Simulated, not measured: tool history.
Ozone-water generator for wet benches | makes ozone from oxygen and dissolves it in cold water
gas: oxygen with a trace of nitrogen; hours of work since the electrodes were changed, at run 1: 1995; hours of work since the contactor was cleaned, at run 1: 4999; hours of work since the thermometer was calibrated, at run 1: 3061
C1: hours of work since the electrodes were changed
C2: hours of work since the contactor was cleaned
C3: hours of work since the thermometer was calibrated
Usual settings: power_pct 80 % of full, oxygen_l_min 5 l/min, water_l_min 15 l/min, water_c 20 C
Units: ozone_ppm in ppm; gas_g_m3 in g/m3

{"run": 1, "hour": 0.0, "power_pct": 80, "oxygen_l_min": 5, "water_l_min": 15, "water_c": 20, "C1": 1995, "C2": 4999, "C3": 3061, "ozone_ppm": 30, "gas_g_m3": 269.9}
{"run": 2, "hour": 62.9, "power_pct": 80, "oxygen_l_min": 5, "water_l_min": 15, "water_c": 20, "C1": 2044, "C2": 5048, "C3": 3110, "ozone_ppm": 30.1, "gas_g_m3": 273}
{"run": 3, "hour": 143.3, "power_pct": 80, "oxygen_l_min": 5, "water_l_min": 15, "water_c": 20, "C1": 2106, "C2": 5110, "C3": 3172, "ozone_ppm": 29.7, "gas_g_m3": 272.6}
{"run": 4, "hour": 195.4, "power_pct": 80, "oxygen_l_min": 5, "water_l_min": 15, "water_c": 20, "C1": 2146, "C2": 5150, "C3": 3212, "ozone_ppm": 29.9, "gas_g_m3": 272.4}
{"run": 5, "hour": 286.3, "power_pct": 80, "oxygen_l_min": 5, "water_l_min": 15, "water_c": 20, "C1": 2217, "C2": 5221, "C3": 3283, "ozone_ppm": 30.4, "gas_g_m3": 271.5}
{"run": 6, "hour": 346.9, "power_pct": 80, "oxygen_l_min": 5, "water_l_min": 15, "water_c": 20, "C1": 2264, "C2": 5268, "C3": 3330, "ozone_ppm": 30.1, "gas_g_m3": 273.4}
{"run": 7, "hour": 412.7, "power_pct": 80, "oxygen_l_min": 6.9, "water_l_min": 15, "water_c": 20, "C1": 2315, "C2": 5319, "C3": 3381, "ozone_ppm": 30, "gas_g_m3": 235.7}
{"run": 8, "hour": 477.4, "power_pct": 80, "oxygen_l_min": 7.63, "water_l_min": 15, "water_c": 20, "C1": 2365, "C2": 5369, "C3": 3431, "ozone_ppm": 29.6, "gas_g_m3": 225}
{"run": 9, "hour": 539.6, "power_pct": 67, "oxygen_l_min": 7.63, "water_l_min": 15, "water_c": 20, "C1": 2413, "C2": 5417, "C3": 3479, "ozone_ppm": 26.9, "gas_g_m3": 207.6}
{"run": 10, "hour": 586.7, "power_pct": 67, "oxygen_l_min": 7.63, "water_l_min": 15, "water_c": 20, "C1": 2450, "C2": 5454, "C3": 3516, "ozone_ppm": 26.7, "gas_g_m3": 206.6}
{"run": 11, "hour": 654.6, "power_pct": 67, "oxygen_l_min": 7.63, "water_l_min": 15, "water_c": 20, "C1": 2503, "C2": 5506, "C3": 3568, "ozone_ppm": 27.2, "gas_g_m3": 207.5}
{"run": 12, "hour": 703.1, "power_pct": 67, "oxygen_l_min": 7.63, "water_l_min": 15, "water_c": 20, "C1": 2540, "C2": 5544, "C3": 3606, "ozone_ppm": 27, "gas_g_m3": 207.3}
{"run": 13, "hour": 776.6, "power_pct": 80, "oxygen_l_min": 5, "water_l_min": 15, "water_c": 20, "C1": 2597, "C2": 5601, "C3": 3663, "ozone_ppm": 29.9, "gas_g_m3": 273.5}
{"run": 14, "hour": 846.0, "power_pct": 80, "oxygen_l_min": 5, "water_l_min": 15, "water_c": 20, "C1": 2651, "C2": 5655, "C3": 3717, "ozone_ppm": 30.1, "gas_g_m3": 276.7}
{"hour": 851.5, "done": "gauge calibrated"}
{"run": 15, "hour": 926.5, "power_pct": 80, "oxygen_l_min": 5, "water_l_min": 15, "water_c": 20, "C1": 2713, "C2": 5717, "C3": 3779, "ozone_ppm": 30.2, "gas_g_m3": 266.4}
{"run": 16, "hour": 1006.8, "power_pct": 54, "oxygen_l_min": 5, "water_l_min": 15, "water_c": 20, "C1": 2776, "C2": 5779, "C3": 3841, "ozone_ppm": 24.6, "gas_g_m3": 219.6}
{"run": 17, "hour": 1080.7, "power_pct": 94, "oxygen_l_min": 3.58, "water_l_min": 18, "water_c": 15, "C1": 2833, "C2": 5837, "C3": 3899, "ozone_ppm": 29, "gas_g_m3": 340.4}
{"run": 18, "hour": 1174.2, "power_pct": 80, "oxygen_l_min": 5.24, "water_l_min": 15, "water_c": 20, "C1": 2905, "C2": 5909, "C3": 3971, "ozone_ppm": 30.1, "gas_g_m3": 264.1}
{"run": 19, "hour": 1255.7, "power_pct": 80, "oxygen_l_min": 5.24, "water_l_min": 15, "water_c": 20, "C1": 2969, "C2": 5973, "C3": 4035, "ozone_ppm": 30.2, "gas_g_m3": 267.4}
{"run": 20, "hour": 1302.4, "power_pct": 80, "oxygen_l_min": 5.24, "water_l_min": 15, "water_c": 20, "C1": 3005, "C2": 6009, "C3": 4071, "ozone_ppm": 30.2, "gas_g_m3": 265.3}
{"run": 21, "hour": 1376.1, "power_pct": 80, "oxygen_l_min": 4.06, "water_l_min": 15, "water_c": 20, "C1": 3062, "C2": 6066, "C3": 4128, "ozone_ppm": 29.5, "gas_g_m3": 298}
{"run": 22, "hour": 1443.8, "power_pct": 80, "oxygen_l_min": 4.06, "water_l_min": 13, "water_c": 20, "C1": 3115, "C2": 6118, "C3": 4180, "ozone_ppm": 33.2, "gas_g_m3": 301.9}
{"run": 23, "hour": 1490.9, "power_pct": 51, "oxygen_l_min": 5.44, "water_l_min": 21, "water_c": 23, "C1": 3151, "C2": 6155, "C3": 4217, "ozone_ppm": 17.3, "gas_g_m3": 211.1}
{"run": 24, "hour": 1541.4, "power_pct": 87, "oxygen_l_min": 5, "water_l_min": 10, "water_c": 18, "C1": 3190, "C2": 6194, "C3": 4256, "ozone_ppm": 43.5, "gas_g_m3": 286.8}
{"run": 25, "hour": 1618.8, "power_pct": 49, "oxygen_l_min": 6.73, "water_l_min": 11, "water_c": 17, "C1": 3250, "C2": 6254, "C3": 4316, "ozone_ppm": 30, "gas_g_m3": 188.4}
{"run": 26, "hour": 1664.8, "power_pct": 93, "oxygen_l_min": 5, "water_l_min": 13, "water_c": 19, "C1": 3286, "C2": 6290, "C3": 4352, "ozone_ppm": 37.1, "gas_g_m3": 301.5}
{"run": 27, "hour": 1732.1, "power_pct": 54, "oxygen_l_min": 2.6, "water_l_min": 13, "water_c": 17, "C1": 3338, "C2": 6342, "C3": 4404, "ozone_ppm": 27.4, "gas_g_m3": 303.5}
{"run": 28, "hour": 1779.5, "power_pct": 54, "oxygen_l_min": 2.6, "water_l_min": 13, "water_c": 17, "C1": 3375, "C2": 6379, "C3": 4441, "ozone_ppm": 26.8, "gas_g_m3": 301.2}
{"run": 29, "hour": 1853.6, "power_pct": 70, "oxygen_l_min": 2.97, "water_l_min": 16, "water_c": 17, "C1": 3432, "C2": 6436, "C3": 4498, "ozone_ppm": 26.2, "gas_g_m3": 325.1}
{"run": 30, "hour": 1936.5, "power_pct": 43, "oxygen_l_min": 5.73, "water_l_min": 13, "water_c": 27, "C1": 3497, "C2": 6500, "C3": 4562, "ozone_ppm": 20.9, "gas_g_m3": 188.8}
{"hour": 1972.1, "done": "water thermometer calibrated"}
{"run": 31, "hour": 1984.4, "power_pct": 76, "oxygen_l_min": 5.9, "water_l_min": 11, "water_c": 21, "C1": 3533, "C2": 6537, "C3": 9, "ozone_ppm": 35.3, "gas_g_m3": 253.8}
{"run": 32, "hour": 2064.2, "power_pct": 67, "oxygen_l_min": 5, "water_l_min": 15, "water_c": 20, "C1": 3595, "C2": 6599, "C3": 71, "ozone_ppm": 27.4, "gas_g_m3": 253.8}

Hidden state at the last listed run before each entry between runs and at the first one after, where it differs:
Between runs 14 and 15: gauge calibrated (hour 851.5)
  drift of the gauge itself on gas_g_m3, %: 2.68 -> 0.24
  measured less the result without the state, gas_g_m3: +6.8 -> +0.3 g/m3
Between runs 30 and 31: water thermometer calibrated (hour 1972.1)
  drift of the gauge itself on gas_g_m3, %: 3.44 -> 3.59
  measured less the result without the state, gas_g_m3: +6 -> +8.3 g/m3
